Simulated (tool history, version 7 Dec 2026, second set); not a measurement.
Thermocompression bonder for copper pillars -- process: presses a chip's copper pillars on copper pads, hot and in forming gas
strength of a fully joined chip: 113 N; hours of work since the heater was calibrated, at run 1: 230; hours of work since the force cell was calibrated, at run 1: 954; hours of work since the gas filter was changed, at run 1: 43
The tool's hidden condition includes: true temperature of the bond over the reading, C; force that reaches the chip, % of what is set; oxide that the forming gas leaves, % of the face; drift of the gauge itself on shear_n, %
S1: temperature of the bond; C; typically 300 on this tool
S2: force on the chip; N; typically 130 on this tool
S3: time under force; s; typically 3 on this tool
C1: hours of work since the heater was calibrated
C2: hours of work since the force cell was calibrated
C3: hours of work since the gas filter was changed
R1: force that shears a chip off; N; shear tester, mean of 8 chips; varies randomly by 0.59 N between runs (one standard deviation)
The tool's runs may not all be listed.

run 1 day=0.000 | S1=300 S2=130 S3=3 | C1=230 C2=954 C3=43 | R1=69.4
run 2 day=0.458 | S1=300 S2=130 S3=3 | C1=237 C2=961 C3=50 | R1=69.3
run 3 day=1.321 | S1=276 S2=130 S3=3 | C1=251 C2=975 C3=64 | R1=53.2
run 4 day=1.738 | S1=300 S2=130 S3=3 | C1=258 C2=982 C3=71 | R1=67.8
run 5 day=2.704 | S1=300 S2=130 S3=3 | C1=273 C2=997 C3=86 | R1=68.1
run 6 day=3.492 | S1=300 S2=130 S3=3 | C1=286 C2=1010 C3=99 | R1=67.3
run 7 day=4.054 | S1=300 S2=130 S3=3 | C1=295 C2=1019 C3=108 | R1=68.3
run 8 day=4.712 | S1=300 S2=130 S3=3 | C1=305 C2=1029 C3=119 | R1=67.6
run 9 day=5.379 | S1=300 S2=111 S3=3 | C1=316 C2=1040 C3=129 | R1=63.1
run 10 day=6.162 | S1=300 S2=111 S3=3 | C1=329 C2=1052 C3=142 | R1=63.7
-- day=7.088 force cell calibrated
run 11 day=7.154 | S1=325 S2=111 S3=3 | C1=343 C2=1 C3=157 | R1=77.1
run 12 day=7.583 | S1=300 S2=141 S3=3 | C1=350 C2=8 C3=164 | R1=68.2
run 13 day=8.304 | S1=300 S2=141 S3=3 | C1=362 C2=19 C3=175 | R1=68.6
run 14 day=9.092 | S1=300 S2=141 S3=3 | C1=375 C2=32 C3=188 | R1=67.6
run 15 day=9.625 | S1=300 S2=130 S3=3 | C1=383 C2=41 C3=196 | R1=65.0
run 16 day=10.492 | S1=300 S2=130 S3=3 | C1=397 C2=55 C3=210 | R1=66.0
run 17 day=11.358 | S1=300 S2=130 S3=3 | C1=411 C2=68 C3=224 | R1=65.4
run 18 day=12.042 | S1=300 S2=130 S3=3 | C1=422 C2=79 C3=235 | R1=64.9
run 19 day=12.967 | S1=300 S2=130 S3=3 | C1=437 C2=94 C3=250 | R1=65.0
run 20 day=13.671 | S1=300 S2=130 S3=3 | C1=448 C2=105 C3=261 | R1=64.7
run 21 day=14.225 | S1=300 S2=130 S3=2 | C1=457 C2=114 C3=270 | R1=56.4
run 22 day=14.921 | S1=300 S2=130 S3=2 | C1=468 C2=125 C3=281 | R1=57.3
run 23 day=15.350 | S1=300 S2=130 S3=2 | C1=475 C2=132 C3=288 | R1=57.8
run 24 day=16.146 | S1=300 S2=92 S3=8 | C1=488 C2=145 C3=301 | R1=74.3
run 25 day=16.833 | S1=299 S2=161 S3=2 | C1=499 C2=156 C3=312 | R1=61.0
-- day=17.262 forming gas filter changed
run 26 day=17.508 | S1=275 S2=162 S3=2 | C1=509 C2=167 C3=4 | R1=50.4
run 27 day=18.458 | S1=275 S2=162 S3=2 | C1=524 C2=182 C3=19 | R1=50.1
run 28 day=18.942 | S1=271 S2=140 S3=3 | C1=532 C2=190 C3=27 | R1=51.7
run 29 day=19.433 | S1=312 S2=193 S3=3 | C1=540 C2=197 C3=35 | R1=86.7
run 30 day=20.079 | S1=304 S2=154 S3=3 | C1=550 C2=208 C3=45 | R1=76.3
run 31 day=20.621 | S1=297 S2=154 S3=6 | C1=559 C2=216 C3=54 | R1=85.0
run 32 day=21.575 | S1=297 S2=154 S3=6 | C1=574 C2=232 C3=69 | R1=85.2
run 33 day=22.288 | S1=297 S2=154 S3=6 | C1=586 C2=243 C3=81 | R1=83.9
run 34 day=23.071 | S1=297 S2=154 S3=6 | C1=598 C2=256 C3=93 | R1=83.9
run 35 day=23.904 | S1=297 S2=154 S3=6 | C1=611 C2=269 C3=106 | R1=84.0
run 36 day=24.583 | S1=297 S2=154 S3=6 | C1=622 C2=280 C3=117 | R1=82.9
run 37 day=25.250 | S1=300 S2=89 S3=5 | C1=633 C2=291 C3=128 | R1=67.9
run 38 day=25.696 | S1=317 S2=130 S3=2 | C1=640 C2=298 C3=135 | R1=69.9
run 39 day=26.275 | S1=317 S2=130 S3=2 | C1=649 C2=307 C3=144 | R1=71.2

Consider 3 possible next runs. They are alternatives, not a sequence: every one starts from the tool as it was left by run 39. What does each give?
run A day=26.833 | S1=308 S2=130 S3=3 | C1=658 C2=316 C3=153 | R1=?
run B day=26.833 | S1=300 S2=79 S3=2 | C1=658 C2=316 C3=153 | R1=?
run C day=26.833 | S1=324 S2=130 S3=5 | C1=658 C2=316 C3=153 | R1=?

run=A R1=72.4
run=B R1=48.1
run=C R1=91.1
What these runs would have given with no unlogged condition in the tool:
run=A R1=71.4
run=B R1=46.6
run=C R1=91.6

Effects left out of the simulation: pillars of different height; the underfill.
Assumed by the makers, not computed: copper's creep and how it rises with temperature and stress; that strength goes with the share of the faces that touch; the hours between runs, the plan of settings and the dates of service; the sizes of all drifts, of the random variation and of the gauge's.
